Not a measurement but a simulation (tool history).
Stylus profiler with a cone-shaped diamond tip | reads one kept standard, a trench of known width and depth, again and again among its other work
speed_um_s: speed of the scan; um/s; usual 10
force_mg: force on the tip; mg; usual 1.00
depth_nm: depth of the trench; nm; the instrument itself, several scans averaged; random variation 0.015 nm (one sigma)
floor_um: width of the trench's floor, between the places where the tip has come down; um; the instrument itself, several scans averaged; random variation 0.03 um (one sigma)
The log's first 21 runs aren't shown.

run,hour,speed_um_s,force_mg,scans with this tip,hours of work since the height scale was calibrated,depth_nm,floor_um
22,346.3,2,0.61,6430,520,100.50,97.65
23,360.8,10,0.98,6516,527,100.58,97.59
24,379.8,10,0.98,6630,536,100.63,97.63
25,393.5,10,2.93,6712,543,101.03,97.66
26,403.5,32,0.79,6772,548,100.57,97.33
# hour 405.0: height scale calibrated on a step standard
27,417.0,17,1.24,6850,6,100.81,97.55
28,428.7,39,0.98,6920,11,100.73,97.27
29,445.1,7,0.38,7018,19,100.54,97.51
30,461.1,7,0.38,7114,27,100.57,97.59
# hour 476.4: height scale calibrated on a step standard, once more
31,482.0,7,1.20,7235,3,100.45,97.62
32,501.0,6,0.42,7349,12,100.23,97.60
33,511.3,33,0.57,7410,17,100.30,97.26
34,523.1,33,0.57,7481,23,100.27,97.26
35,537.0,33,0.36,7564,29,100.21,97.06
36,559.1,10,1.89,7696,40,100.60,97.66
37,575.7,10,1.89,7796,48,100.63,97.58
38,597.7,10,1.89,7927,59,100.60,97.58
39,615.0,22,0.83,8031,67,100.37,97.39
40,631.8,22,0.83,8131,75,100.36,97.42
41,643.5,5,0.46,8201,81,100.26,97.58

5 ways to go on from here, each from the tool as it stands after run 41. What would each give?
A,654.3,3,0.46,8266,86,?,?
B,654.3,29,1.30,8266,86,?,?
C,654.3,15,1.19,8266,86,?,?
D,654.3,7,0.64,8266,86,?,?
E,654.3,5,0.94,8266,86,?,?

run,depth_nm,floor_um
A,100.25,97.61
B,100.53,97.39
C,100.47,97.57
D,100.32,97.53
E,100.40,97.58
Without the tool's hidden state the same runs would have given:
run,depth_nm,floor_um
A,100.24,97.97
B,100.52,97.75
C,100.46,97.93
D,100.31,97.89
E,100.38,97.94

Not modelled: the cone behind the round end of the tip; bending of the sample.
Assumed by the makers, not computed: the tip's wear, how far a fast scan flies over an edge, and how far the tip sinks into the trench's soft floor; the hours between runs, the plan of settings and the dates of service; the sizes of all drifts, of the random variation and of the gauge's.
